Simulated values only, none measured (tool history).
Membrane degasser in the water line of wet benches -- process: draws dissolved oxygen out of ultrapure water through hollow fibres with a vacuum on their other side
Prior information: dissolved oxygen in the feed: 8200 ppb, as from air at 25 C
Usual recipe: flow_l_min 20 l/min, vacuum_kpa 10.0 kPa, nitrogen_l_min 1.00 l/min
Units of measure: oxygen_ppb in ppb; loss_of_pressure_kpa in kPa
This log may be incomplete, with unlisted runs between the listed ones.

| run | hour | flow_l_min | vacuum_kpa | nitrogen_l_min | oxygen_ppb | loss_of_pressure_kpa |
|---|---|---|---|---|---|---|
| 1 | 0.0 | 20 | 10.0 | 1.00 | 317.1 | 61.35 |
| 2 | 21.9 | 20 | 10.0 | 1.00 | 315.4 | 61.49 |
| 3 | 71.6 | 20 | 10.0 | 1.00 | 311.4 | 61.61 |
| 4 | 109.6 | 20 | 10.0 | 1.00 | 313.9 | 61.44 |
| 5 | 157.1 | 20 | 10.0 | 1.00 | 312.0 | 61.60 |
| 6 | 183.8 | 20 | 10.0 | 1.00 | 315.2 | 61.89 |
| 7 | 225.2 | 20 | 10.0 | 1.00 | 317.7 | 61.45 |
| 8 | 266.8 | 23 | 10.0 | 1.00 | 356.4 | 71.30 |
| 9 | 308.6 | 20 | 10.0 | 1.00 | 315.0 | 61.73 |
| 10 | 350.5 | 18 | 8.8 | 0.57 | 378.2 | 55.23 |
|  | 355.1 | vacuum gauge calibrated |
| 11 | 374.4 | 24 | 18.2 | 0.57 | 1148.2 | 74.37 |
| 12 | 403.2 | 24 | 18.2 | 0.57 | 1140.7 | 74.26 |
| 13 | 426.4 | 20 | 10.0 | 1.00 | 315.7 | 61.70 |
|  | 430.8 | vacuum gauge calibrated, once more |
| 14 | 468.1 | 20 | 6.8 | 1.00 | 173.2 | 61.85 |
| 15 | 497.0 | 16 | 24.5 | 1.61 | 502.0 | 49.09 |
| 16 | 547.3 | 19 | 17.2 | 1.61 | 392.5 | 58.74 |
| 17 | 597.9 | 19 | 17.2 | 1.61 | 389.2 | 58.65 |

Branching from run 17: 5 alternative next runs. What would each branch give?
| A | 646.7 | 14 | 13.8 | 1.91 | ? | ? |
| B | 646.7 | 19 | 19.6 | 0.86 | ? | ? |
| C | 646.7 | 12 | 8.4 | 2.69 | ? | ? |
| D | 646.7 | 27 | 11.2 | 1.61 | ? | ? |
| E | 646.7 | 20 | 21.3 | 1.00 | ? | ? |

| run | oxygen_ppb | loss_of_pressure_kpa |
|---|---|---|
| A | 197.1 | 43.42 |
| B | 756.5 | 58.64 |
| C | 63.0 | 36.97 |
| D | 323.5 | 83.33 |
| E | 771.8 | 61.90 |
The same runs, with their run-to-run variation unchanged, on a tool lacking any hidden condition would have given:
| run | oxygen_ppb | loss_of_pressure_kpa |
|---|---|---|
| A | 186.2 | 43.20 |
| B | 737.9 | 58.35 |
| C | 58.6 | 36.78 |
| D | 316.4 | 82.90 |
| E | 752.0 | 61.58 |
